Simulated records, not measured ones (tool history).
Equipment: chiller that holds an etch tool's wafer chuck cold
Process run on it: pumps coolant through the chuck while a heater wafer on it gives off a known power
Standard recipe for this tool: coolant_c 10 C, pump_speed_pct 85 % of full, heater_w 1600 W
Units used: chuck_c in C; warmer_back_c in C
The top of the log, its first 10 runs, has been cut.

run	hour	coolant_c	pump_speed_pct	heater_w	chuck_c	warmer_back_c
11	814.7	10	68	1600	32.2	4.13
12	931.0	10	85	1600	28.4	3.30
13	1000.1	10	69	1600	32.1	4.13
14	1103.5	10	69	1600	32.4	4.13
15	1164.7	13	85	1600	31.7	3.31
16	1279.0	10	85	1600	29.1	3.32
17	1351.5	3	80	2363	32.3	5.21
18	1425.9	12	64	927	26.2	2.58
19	1489.9	4	62	1253	23.8	3.66
20	1538.8	15	91	2338	41.5	4.54
# hour 1586.5: coolant changed, channels flushed
21	1657.9	15	91	2338	38.3	4.55
22	1729.8	15	91	2338	38.5	4.57
23	1811.1	10	85	1159	22.9	2.41
24	1913.7	3	88	1086	14.7	2.22
25	2030.3	2	98	2246	23.6	4.07
26	2091.6	4	80	2257	29.5	5.04
27	2182.9	10	95	2126	31.2	3.99
28	2276.0	8	87	2225	31.7	4.55
29	2344.1	5	87	2225	29.0	4.58
30	2395.7	5	87	2225	28.9	4.60
31	2479.3	5	87	2225	29.1	4.59
32	2587.1	2	77	2205	28.4	5.15

Below are 3 alternative next runs, each starting from the tool's condition after run 32. Predict each:
A	2652.5	8	78	1313	?	?
B	2652.5	15	77	2205	?	?
C	2652.5	13	66	889	?	?

run	chuck_c	warmer_back_c
A	23.9	3.08
B	41.6	5.15
C	25.7	2.43
The same runs, with their run-to-run variation unchanged, on a tool lacking any hidden condition would have given:
run	chuck_c	warmer_back_c
A	21.9	2.95
B	38.9	4.93
C	23.9	2.32

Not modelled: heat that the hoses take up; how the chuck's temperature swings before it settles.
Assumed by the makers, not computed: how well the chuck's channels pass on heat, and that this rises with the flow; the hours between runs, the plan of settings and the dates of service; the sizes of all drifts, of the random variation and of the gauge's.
